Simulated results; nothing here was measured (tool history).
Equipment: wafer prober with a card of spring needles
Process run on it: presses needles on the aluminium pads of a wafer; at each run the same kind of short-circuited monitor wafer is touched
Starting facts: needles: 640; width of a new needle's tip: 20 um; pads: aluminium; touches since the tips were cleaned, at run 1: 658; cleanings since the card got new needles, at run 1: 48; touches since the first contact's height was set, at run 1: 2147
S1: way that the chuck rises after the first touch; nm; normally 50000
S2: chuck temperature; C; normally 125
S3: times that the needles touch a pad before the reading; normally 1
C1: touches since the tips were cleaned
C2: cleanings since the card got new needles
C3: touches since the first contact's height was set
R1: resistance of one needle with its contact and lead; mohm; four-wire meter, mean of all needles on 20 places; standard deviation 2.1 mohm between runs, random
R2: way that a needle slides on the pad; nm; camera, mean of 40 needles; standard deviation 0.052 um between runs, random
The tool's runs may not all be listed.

Run 1, day 0.000: usual settings; C1 658; C2 48; C3 2147. Result: R1 269 mohm, R2 14030 nm.
At day 0.196: tips cleaned on abrasive film.
At day 0.446: tips cleaned on abrasive film.
Run 2, day 0.546: usual settings; C1 1204; C2 50; C3 8794. Result: R1 306 mohm, R2 13960 nm.
At day 0.700: tips cleaned on abrasive film.
Run 3, day 0.779: usual settings; C1 1001; C2 51; C3 11657. Result: R1 273 mohm, R2 13920 nm.
At day 0.992: tips cleaned on abrasive film.
Run 4, day 1.071: usual settings; C1 994; C2 52; C3 15232. Result: R1 285 mohm, R2 13940 nm.
At day 1.275: tips cleaned on abrasive film.
At day 1.521: tips cleaned on abrasive film.
Run 5, day 1.575: usual settings but S3 2; C1 675; C2 54; C3 21376. Result: R1 254 mohm, R2 13870 nm.
At day 1.625: height of the first contact set anew.
At day 1.821: tips cleaned on abrasive film.
At day 2.067: tips cleaned on abrasive film.
Run 6, day 2.067: usual settings but S3 2; C1 0; C2 56; C3 5392. Result: R1 234 mohm, R2 13820 nm.
At day 2.333: tips cleaned on abrasive film.
Run 7, day 2.412: usual settings; C1 990; C2 57; C3 9605. Result: R1 283 mohm, R2 13760 nm.
At day 2.579: tips cleaned on abrasive film.
Run 8, day 2.692: usual settings; C1 1396; C2 58; C3 13043. Result: R1 310 mohm, R2 13790 nm.
At day 2.829: tips cleaned on abrasive film.
At day 2.975: height of the first contact set anew, once more.
At day 3.104: tips cleaned on abrasive film.
Run 9, day 3.204: usual settings but S3 2; C1 1275; C2 60; C3 2816. Result: R1 272 mohm, R2 13980 nm.
At day 3.375: tips cleaned on abrasive film.
Run 10, day 3.471: usual settings but S2 90 C, S3 3; C1 1150; C2 61; C3 6039. Result: R1 247 mohm, R2 13900 nm.
At day 3.638: tips cleaned on abrasive film.
At day 3.892: tips cleaned on abrasive film.
Run 11, day 3.925: usual settings but S1 63000 nm, S2 43 C; C1 404; C2 63; C3 11590. Result: R1 230 mohm, R2 17600 nm.
At day 4.154: tips cleaned on abrasive film.
Run 12, day 4.250: usual settings but S1 32000 nm, S2 88 C; C1 1169; C2 64; C3 15578. Result: R1 420 mohm, R2 8840 nm.
At day 4.400: tips cleaned on abrasive film.
At day 4.671: tips cleaned on abrasive film.
Run 13, day 4.671: usual settings but S3 2; C1 0; C2 66; C3 20690. Result: R1 234 mohm, R2 13810 nm.
At day 4.925: tips cleaned on abrasive film.
At day 5.183: tips cleaned on abrasive film.
Run 14, day 5.183: usual settings but S1 61000 nm, S2 84 C; C1 6; C2 68; C3 26977. Result: R1 225 mohm, R2 16860 nm.
At day 5.442: tips cleaned on abrasive film.
Run 15, day 5.546: usual settings but S1 61000 nm, S2 84 C; C1 1266; C2 69; C3 31398. Result: R1 269 mohm, R2 17010 nm.

Below are 5 alternative next runs, each starting from the tool's condition after run 15. Predict each:
At day 5.712: tips cleaned on abrasive film.
Run A, day 5.808: usual settings but S2 112 C; C1 1211; C2 70; C3 34630. Result: R1 ?, R2 ?.
At day 5.712: tips cleaned on abrasive film.
Run B, day 5.808: usual settings but S1 67000 nm, S2 29 C, S3 2; C1 1211; C2 70; C3 34630. Result: R1 ?, R2 ?.
At day 5.712: tips cleaned on abrasive film.
Run C, day 5.808: usual settings but S1 61000 nm, S3 2; C1 1211; C2 70; C3 34630. Result: R1 ?, R2 ?.
At day 5.712: tips cleaned on abrasive film.
Run D, day 5.808: usual settings but S1 33000 nm, S2 59 C, S3 3; C1 1211; C2 70; C3 34630. Result: R1 ?, R2 ?.
At day 5.712: tips cleaned on abrasive film.
Run E, day 5.808: usual settings but S1 48000 nm, S3 2; C1 1211; C2 70; C3 34630. Result: R1 ?, R2 ?.

run   R1     R2
  A  295  13860
  B  226  18580
  C  252  16920
  D  285   9000
  E  271  13110
Had the tool no hidden state, the same runs would have come out as:
run   R1     R2
  A  221  14050
  B  197  18770
  C  221  17110
  D  220   9190
  E  224  13300

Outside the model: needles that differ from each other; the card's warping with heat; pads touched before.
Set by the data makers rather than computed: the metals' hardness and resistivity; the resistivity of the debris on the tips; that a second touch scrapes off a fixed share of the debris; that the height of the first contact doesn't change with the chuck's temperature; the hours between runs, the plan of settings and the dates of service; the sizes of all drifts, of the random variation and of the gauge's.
